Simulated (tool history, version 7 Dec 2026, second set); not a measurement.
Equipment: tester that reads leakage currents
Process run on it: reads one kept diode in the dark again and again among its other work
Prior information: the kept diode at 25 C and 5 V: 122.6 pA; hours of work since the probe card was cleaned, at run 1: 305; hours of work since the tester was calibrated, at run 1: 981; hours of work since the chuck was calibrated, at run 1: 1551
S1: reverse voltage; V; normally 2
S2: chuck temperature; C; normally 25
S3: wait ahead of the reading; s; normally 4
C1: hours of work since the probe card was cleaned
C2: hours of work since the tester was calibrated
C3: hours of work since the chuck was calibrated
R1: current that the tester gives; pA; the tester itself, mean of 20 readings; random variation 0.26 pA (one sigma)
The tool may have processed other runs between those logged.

run,hour,S1,S2,S3,C1,C2,C3,R1
1,0,2,25,4,305,981,1551,77.73
# hour 27.7: chuck's temperature calibrated
2,30,2,25,4,319,995,1,85.63
3,66.3,2,25,4,338,1014,20,86.17
4,110.8,1.34,25,4,361,1038,43,72.66
5,159.9,1.34,25,4,387,1063,69,72.62
6,182.4,1.34,25,4,399,1075,81,72.56
7,225.3,2,45,4,421,1097,103,431.95
8,256.2,2,45,4,437,1113,119,430.54
9,305.7,2,35,4,463,1139,145,195.57
10,354.2,2,25,4,488,1164,170,84.66
11,397.5,11.18,25,4,511,1187,193,175.05
12,440.9,11.18,25,4,533,1209,215,174.47
13,473.7,11.18,25,4,550,1226,232,174.89
14,495.4,11.18,25,4,562,1238,244,174.72
15,524.2,4.52,29,0.9,577,1253,259,167.57
16,553.8,4.52,29,0.9,592,1268,274,167.94
17,604.3,2,37,4,618,1294,300,228.46
18,631.5,1.64,22,3.17,633,1309,314,60.49
19,664.1,1.64,22,3.17,650,1326,331,60.56
20,698.7,1.64,22,3.17,668,1344,349,60.35
21,735.3,2,31,0.53,687,1363,368,140.88
22,780.5,2,31,0.53,710,1386,392,140.62
23,820.6,2,25,0.46,731,1407,413,85.52

The next listed run, before its measurement:
24,855.1,2,44,4,749,1425,431,?

Run 24 measured R1 394.21 pA.
The same run, on a tool lacking any hidden state, would have yielded R1 400.82 pA.

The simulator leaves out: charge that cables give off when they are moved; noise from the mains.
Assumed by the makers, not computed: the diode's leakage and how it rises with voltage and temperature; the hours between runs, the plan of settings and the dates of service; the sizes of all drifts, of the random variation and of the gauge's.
